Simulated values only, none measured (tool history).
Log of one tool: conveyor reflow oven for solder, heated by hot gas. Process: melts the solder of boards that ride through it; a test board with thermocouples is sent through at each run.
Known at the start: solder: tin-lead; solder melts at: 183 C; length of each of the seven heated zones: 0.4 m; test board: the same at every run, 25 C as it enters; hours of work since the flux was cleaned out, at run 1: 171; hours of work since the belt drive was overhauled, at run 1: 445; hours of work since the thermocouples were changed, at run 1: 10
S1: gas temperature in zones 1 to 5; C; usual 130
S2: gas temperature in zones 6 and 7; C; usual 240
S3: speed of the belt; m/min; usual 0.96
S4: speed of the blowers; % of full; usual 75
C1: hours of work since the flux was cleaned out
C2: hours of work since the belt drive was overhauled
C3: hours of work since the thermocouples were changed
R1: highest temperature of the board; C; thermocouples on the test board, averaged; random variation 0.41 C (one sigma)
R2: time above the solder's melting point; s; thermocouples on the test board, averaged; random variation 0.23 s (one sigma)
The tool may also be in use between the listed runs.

| run | hour | S1 | S2 | S3 | S4 | C1 | C2 | C3 | R1 | R2 |
|---|---|---|---|---|---|---|---|---|---|---|
| 1 | 0 | 130 | 240 | 0.96 | 75 | 171 | 445 | 10 | 219.6 | 36.3 |
| 2 | 32.9 | 130 | 240 | 0.96 | 75 | 187 | 461 | 25 | 219.1 | 36.7 |
|  | 42.1 | flux residue cleaned out of gas plates and filters |
| 3 | 56.3 | 130 | 240 | 0.96 | 75 | 7 | 470 | 34 | 219.5 | 36.3 |
| 4 | 93.7 | 130 | 240 | 0.96 | 75 | 25 | 488 | 52 | 219.1 | 36.3 |
| 5 | 130.1 | 130 | 240 | 0.96 | 75 | 42 | 505 | 69 | 219.3 | 36.6 |
| 6 | 151.9 | 130 | 240 | 0.96 | 75 | 53 | 515 | 80 | 218.9 | 36.6 |
| 7 | 178.8 | 130 | 240 | 0.96 | 75 | 65 | 528 | 93 | 219 | 36.1 |
| 8 | 196.3 | 130 | 240 | 0.96 | 75 | 74 | 537 | 101 | 219.1 | 36.1 |
| 9 | 236.4 | 130 | 240 | 0.96 | 75 | 93 | 556 | 120 | 219.8 | 36.1 |
| 10 | 275 | 130 | 240 | 0.96 | 75 | 112 | 574 | 139 | 219 | 36.3 |
| 11 | 294.5 | 130 | 240 | 0.96 | 75 | 121 | 584 | 148 | 220.5 | 36.7 |
| 12 | 330.5 | 130 | 240 | 0.96 | 75 | 138 | 601 | 165 | 219.3 | 36.5 |
| 13 | 359.4 | 130 | 240 | 0.849 | 75 | 152 | 615 | 179 | 223.6 | 43.7 |
| 14 | 398 | 130 | 240 | 0.849 | 75 | 170 | 633 | 198 | 224.1 | 43.7 |
| 15 | 433.9 | 130 | 240 | 0.96 | 75 | 188 | 650 | 215 | 219.2 | 36.6 |
|  | 442.5 | flux residue cleaned out of gas plates and filters |
| 16 | 474.9 | 130 | 241 | 0.96 | 75 | 15 | 668 | 232 | 220 | 36.3 |
| 17 | 504.4 | 142 | 238 | 0.96 | 75 | 30 | 682 | 246 | 220.2 | 38.9 |
| 18 | 525.9 | 138 | 249 | 0.96 | 75 | 40 | 692 | 257 | 228.3 | 42 |
| 19 | 559.1 | 124 | 240 | 0.96 | 75 | 56 | 708 | 272 | 218.4 | 34.9 |
| 20 | 588 | 122 | 233 | 0.885 | 80 | 70 | 722 | 286 | 216.4 | 36.6 |
| 21 | 605 | 130 | 230 | 0.96 | 75 | 78 | 730 | 294 | 210.4 | 31.7 |
| 22 | 645.2 | 130 | 240 | 1.067 | 74 | 97 | 749 | 314 | 214.7 | 30.1 |
| 23 | 669.9 | 124 | 235 | 0.96 | 75 | 109 | 761 | 325 | 213.6 | 32.2 |
| 24 | 709.9 | 124 | 235 | 0.96 | 75 | 128 | 780 | 345 | 213.5 | 32.5 |
| 25 | 740.5 | 130 | 237 | 0.96 | 75 | 143 | 795 | 359 | 217.4 | 35.1 |
| 26 | 766.1 | 118 | 237 | 1.006 | 75 | 155 | 807 | 371 | 213 | 28.9 |
| 27 | 783.6 | 118 | 237 | 1.006 | 60 | 163 | 815 | 380 | 206.3 | 25.2 |
| 28 | 807.9 | 118 | 237 | 1.006 | 60 | 175 | 827 | 392 | 206.1 | 24.4 |
| 29 | 835.8 | 118 | 237 | 1.006 | 60 | 188 | 840 | 405 | 206.7 | 24.5 |
|  | 842.9 | flux residue cleaned out of gas plates and filters |
| 30 | 857.8 | 135 | 237 | 1.006 | 60 | 7 | 849 | 413 | 210.6 | 30.3 |
| 31 | 894.9 | 145 | 240 | 1.142 | 75 | 25 | 866 | 431 | 216.5 | 31.5 |
| 32 | 927.9 | 145 | 243 | 0.87 | 59 | 41 | 882 | 447 | 222.8 | 45.7 |

How the hidden state differs across the entries between the runs, from the last listed run before each to the first after it:
Between runs 2 and 3: flux residue cleaned out of gas plates and filters (hour 42.1)
  heat that the gas passes to the board, % of a clean oven's: 99.8 -> 100; true gas temperature in zones 6 and 7 over the reading, C: 0 -> -0.01
Between runs 15 and 16: flux residue cleaned out of gas plates and filters (hour 442.5)
  heat that the gas passes to the board, % of a clean oven's: 99.8 -> 100
Between runs 29 and 30: flux residue cleaned out of gas plates and filters (hour 842.9)
  heat that the gas passes to the board, % of a clean oven's: 99.8 -> 100
